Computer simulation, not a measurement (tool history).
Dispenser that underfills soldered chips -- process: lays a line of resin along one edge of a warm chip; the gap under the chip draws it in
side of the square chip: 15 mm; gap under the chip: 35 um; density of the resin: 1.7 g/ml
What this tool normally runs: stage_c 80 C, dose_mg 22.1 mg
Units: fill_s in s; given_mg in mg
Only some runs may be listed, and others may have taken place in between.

run	hour	stage_c	dose_mg	fill_s	given_mg
1	0.0	80	22.1	371.1	21.55
2	3.2	80	22.1	401.2	21.78
# hour 4.5: new syringe of resin
3	6.9	80	22.1	341.7	21.54
4	10.2	80	22.1	375.6	21.64
# hour 14.2: new syringe of resin
5	16.1	80	22.1	330.2	21.68
6	20.9	80	22.1	384.1	21.38
# hour 23.9: new syringe of resin
7	27.3	80	22.1	355.8	21.28
8	31.0	80	22.1	396.5	21.26
# hour 33.5: new syringe of resin
9	36.9	80	22.1	349.5	21.07
10	42.7	80	22.1	408.7	21.11
# hour 43.5: new syringe of resin
11	45.8	80	22.1	338.8	21.06
12	48.5	80	22.1	367.4	21.01
# hour 53.3: new syringe of resin
13	53.3	80	22.1	325.1	21.14
14	57.8	80	22.1	365.7	20.94
15	60.3	80	22.1	397.6	21.01
# hour 63.1: new syringe of resin
16	65.4	90	22.1	255.3	20.82
17	68.3	90	22.1	275.1	20.90
18	71.7	74	22.1	494.9	20.80
# hour 73.0: new syringe of resin
19	74.5	74	22.1	401.2	20.77
20	77.1	74	22.1	423.4	20.67
21	81.5	85	19.5	350.9	18.12
# hour 82.7: new syringe of resin
22	85.7	80	27.4	339.8	25.64
23	89.5	74	19.0	477.3	17.77
# hour 92.4: new syringe of resin
24	95.5	92	22.3	245.3	20.81

What does the tool deliver on the next run?
25	99.2	81	22.3	?	?

{"run 25": {"fill_s": 376.8, "given_mg": 20.93}}
Minus the tool's unlogged condition, the same run would have read fill_s 309.4 s, given_mg 22.54 mg.
